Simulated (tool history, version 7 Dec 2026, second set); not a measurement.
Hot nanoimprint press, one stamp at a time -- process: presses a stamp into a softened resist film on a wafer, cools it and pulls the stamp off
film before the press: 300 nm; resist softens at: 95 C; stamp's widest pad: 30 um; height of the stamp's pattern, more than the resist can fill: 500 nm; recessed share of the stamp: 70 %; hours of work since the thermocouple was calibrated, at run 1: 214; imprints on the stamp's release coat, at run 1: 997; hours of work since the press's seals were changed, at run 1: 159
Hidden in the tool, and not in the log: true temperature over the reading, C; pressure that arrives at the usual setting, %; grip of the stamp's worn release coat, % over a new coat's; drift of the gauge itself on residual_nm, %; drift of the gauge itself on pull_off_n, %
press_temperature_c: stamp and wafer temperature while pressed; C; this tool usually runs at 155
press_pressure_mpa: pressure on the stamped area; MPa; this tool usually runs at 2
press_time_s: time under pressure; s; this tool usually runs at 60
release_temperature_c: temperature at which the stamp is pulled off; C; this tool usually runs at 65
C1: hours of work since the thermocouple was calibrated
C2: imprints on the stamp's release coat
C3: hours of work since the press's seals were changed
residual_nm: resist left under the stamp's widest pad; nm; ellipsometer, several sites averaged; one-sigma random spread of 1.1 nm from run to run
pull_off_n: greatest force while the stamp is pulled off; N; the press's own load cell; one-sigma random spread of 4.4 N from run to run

{"run": 1, "day": 0.0, "press_temperature_c": 155, "press_pressure_mpa": 2, "press_time_s": 60, "release_temperature_c": 65, "C1": 214, "C2": 997, "C3": 159, "residual_nm": 171.9, "pull_off_n": 265}
{"run": 2, "day": 0.467, "press_temperature_c": 155, "press_pressure_mpa": 2, "press_time_s": 60, "release_temperature_c": 65, "C1": 220, "C2": 1018, "C3": 165, "residual_nm": 171, "pull_off_n": 272}
{"run": 3, "day": 1.108, "press_temperature_c": 155, "press_pressure_mpa": 2, "press_time_s": 60, "release_temperature_c": 64, "C1": 229, "C2": 1046, "C3": 174, "residual_nm": 174, "pull_off_n": 268}
{"run": 4, "day": 1.438, "press_temperature_c": 155, "press_pressure_mpa": 2, "press_time_s": 64, "release_temperature_c": 65, "C1": 233, "C2": 1061, "C3": 178, "residual_nm": 168.7, "pull_off_n": 260}
{"run": 5, "day": 1.917, "press_temperature_c": 155, "press_pressure_mpa": 2, "press_time_s": 64, "release_temperature_c": 65, "C1": 239, "C2": 1082, "C3": 184, "residual_nm": 168.7, "pull_off_n": 268}
{"run": 6, "day": 2.542, "press_temperature_c": 155, "press_pressure_mpa": 2, "press_time_s": 60, "release_temperature_c": 65, "C1": 247, "C2": 1110, "C3": 192, "residual_nm": 173.3, "pull_off_n": 265}
{"run": 7, "day": 3.142, "press_temperature_c": 155, "press_pressure_mpa": 2, "press_time_s": 60, "release_temperature_c": 65, "C1": 255, "C2": 1136, "C3": 200, "residual_nm": 172.5, "pull_off_n": 263}
{"day": 3.492, "done": "plate thermocouple calibrated"}
{"run": 8, "day": 3.588, "press_temperature_c": 155, "press_pressure_mpa": 2, "press_time_s": 60, "release_temperature_c": 65, "C1": 1, "C2": 1151, "C3": 204, "residual_nm": 174.3, "pull_off_n": 281}
{"run": 9, "day": 4.296, "press_temperature_c": 155, "press_pressure_mpa": 2, "press_time_s": 60, "release_temperature_c": 65, "C1": 10, "C2": 1182, "C3": 213, "residual_nm": 175.9, "pull_off_n": 276}
{"run": 10, "day": 4.633, "press_temperature_c": 155, "press_pressure_mpa": 2, "press_time_s": 60, "release_temperature_c": 65, "C1": 15, "C2": 1197, "C3": 217, "residual_nm": 175.4, "pull_off_n": 273}
{"run": 11, "day": 5.154, "press_temperature_c": 155, "press_pressure_mpa": 1.53, "press_time_s": 60, "release_temperature_c": 65, "C1": 21, "C2": 1220, "C3": 224, "residual_nm": 196.7, "pull_off_n": 265}
{"run": 12, "day": 5.867, "press_temperature_c": 155, "press_pressure_mpa": 1.53, "press_time_s": 60, "release_temperature_c": 65, "C1": 30, "C2": 1252, "C3": 233, "residual_nm": 198.2, "pull_off_n": 277}
{"run": 13, "day": 6.296, "press_temperature_c": 155, "press_pressure_mpa": 1.53, "press_time_s": 60, "release_temperature_c": 65, "C1": 36, "C2": 1271, "C3": 238, "residual_nm": 196.4, "pull_off_n": 274}
{"run": 14, "day": 6.946, "press_temperature_c": 155, "press_pressure_mpa": 1.53, "press_time_s": 60, "release_temperature_c": 65, "C1": 44, "C2": 1300, "C3": 247, "residual_nm": 200.6, "pull_off_n": 276}
{"day": 7.329, "done": "plate thermocouple calibrated, once more"}
{"run": 15, "day": 7.804, "press_temperature_c": 161, "press_pressure_mpa": 2, "press_time_s": 60, "release_temperature_c": 65, "C1": 6, "C2": 1333, "C3": 256, "residual_nm": 145.2, "pull_off_n": 267}
{"run": 16, "day": 8.158, "press_temperature_c": 161, "press_pressure_mpa": 2, "press_time_s": 36, "release_temperature_c": 61, "C1": 11, "C2": 1348, "C3": 261, "residual_nm": 169.1, "pull_off_n": 292}
{"run": 17, "day": 8.871, "press_temperature_c": 161, "press_pressure_mpa": 2, "press_time_s": 36, "release_temperature_c": 61, "C1": 20, "C2": 1380, "C3": 270, "residual_nm": 170.8, "pull_off_n": 298}
{"run": 18, "day": 9.425, "press_temperature_c": 166, "press_pressure_mpa": 1.52, "press_time_s": 60, "release_temperature_c": 65, "C1": 27, "C2": 1405, "C3": 277, "residual_nm": 145.7, "pull_off_n": 270}
{"day": 10.321, "done": "stamp cleaned and given a new release coat"}
{"run": 19, "day": 10.417, "press_temperature_c": 147, "press_pressure_mpa": 2.51, "press_time_s": 44, "release_temperature_c": 62, "C1": 36, "C2": 5, "C3": 286, "residual_nm": 202.8, "pull_off_n": 247}
{"run": 20, "day": 11.138, "press_temperature_c": 155, "press_pressure_mpa": 2, "press_time_s": 68, "release_temperature_c": 71, "C1": 46, "C2": 37, "C3": 296, "residual_nm": 163.4, "pull_off_n": 222}
{"run": 21, "day": 11.621, "press_temperature_c": 155, "press_pressure_mpa": 2.44, "press_time_s": 60, "release_temperature_c": 61, "C1": 52, "C2": 58, "C3": 302, "residual_nm": 156.4, "pull_off_n": 253}
{"run": 22, "day": 12.3, "press_temperature_c": 155, "press_pressure_mpa": 2.44, "press_time_s": 60, "release_temperature_c": 61, "C1": 60, "C2": 88, "C3": 310, "residual_nm": 154.1, "pull_off_n": 251}
{"run": 23, "day": 12.804, "press_temperature_c": 155, "press_pressure_mpa": 2, "press_time_s": 62, "release_temperature_c": 65, "C1": 67, "C2": 111, "C3": 317, "residual_nm": 168.6, "pull_off_n": 239}
{"run": 24, "day": 13.112, "press_temperature_c": 166, "press_pressure_mpa": 2, "press_time_s": 60, "release_temperature_c": 65, "C1": 71, "C2": 124, "C3": 321, "residual_nm": 128.3, "pull_off_n": 242}
{"run": 25, "day": 13.575, "press_temperature_c": 166, "press_pressure_mpa": 2, "press_time_s": 60, "release_temperature_c": 65, "C1": 77, "C2": 145, "C3": 327, "residual_nm": 127.2, "pull_off_n": 233}
{"run": 26, "day": 14.179, "press_temperature_c": 166, "press_pressure_mpa": 2, "press_time_s": 60, "release_temperature_c": 65, "C1": 84, "C2": 172, "C3": 334, "residual_nm": 128.2, "pull_off_n": 242}
{"run": 27, "day": 14.796, "press_temperature_c": 166, "press_pressure_mpa": 2, "press_time_s": 52, "release_temperature_c": 51, "C1": 92, "C2": 199, "C3": 342, "residual_nm": 135.6, "pull_off_n": 284}
{"run": 28, "day": 15.375, "press_temperature_c": 166, "press_pressure_mpa": 2, "press_time_s": 52, "release_temperature_c": 51, "C1": 100, "C2": 225, "C3": 350, "residual_nm": 135.5, "pull_off_n": 284}
{"run": 29, "day": 15.829, "press_temperature_c": 166, "press_pressure_mpa": 2, "press_time_s": 52, "release_temperature_c": 51, "C1": 106, "C2": 245, "C3": 356, "residual_nm": 136.7, "pull_off_n": 286}
{"run": 30, "day": 16.517, "press_temperature_c": 155, "press_pressure_mpa": 1.28, "press_time_s": 77, "release_temperature_c": 62, "C1": 114, "C2": 276, "C3": 364, "residual_nm": 194.8, "pull_off_n": 253}

Forecast each of these 4 alternatives for the next run:
{"run": "A", "day": 16.879, "press_temperature_c": 155, "press_pressure_mpa": 2.01, "press_time_s": 60, "release_temperature_c": 73, "C1": 119, "C2": 292, "C3": 369, "residual_nm": "?", "pull_off_n": "?"}
{"run": "B", "day": 16.879, "press_temperature_c": 155, "press_pressure_mpa": 1.28, "press_time_s": 83, "release_temperature_c": 62, "C1": 119, "C2": 292, "C3": 369, "residual_nm": "?", "pull_off_n": "?"}
{"run": "C", "day": 16.879, "press_temperature_c": 155, "press_pressure_mpa": 1.28, "press_time_s": 106, "release_temperature_c": 51, "C1": 119, "C2": 292, "C3": 369, "residual_nm": "?", "pull_off_n": "?"}
{"run": "D", "day": 16.879, "press_temperature_c": 155, "press_pressure_mpa": 2.94, "press_time_s": 77, "release_temperature_c": 62, "C1": 119, "C2": 292, "C3": 369, "residual_nm": "?", "pull_off_n": "?"}

run=A residual_nm=171.5 pull_off_n=220
run=B residual_nm=190.1 pull_off_n=260
run=C residual_nm=176.1 pull_off_n=290
run=D residual_nm=131.5 pull_off_n=261
Stripped of hidden state, with their random variation kept, the same runs would have yielded:
run=A residual_nm=167.8 pull_off_n=211
run=B residual_nm=186.6 pull_off_n=250
run=C residual_nm=172.7 pull_off_n=279
run=D residual_nm=128.1 pull_off_n=251

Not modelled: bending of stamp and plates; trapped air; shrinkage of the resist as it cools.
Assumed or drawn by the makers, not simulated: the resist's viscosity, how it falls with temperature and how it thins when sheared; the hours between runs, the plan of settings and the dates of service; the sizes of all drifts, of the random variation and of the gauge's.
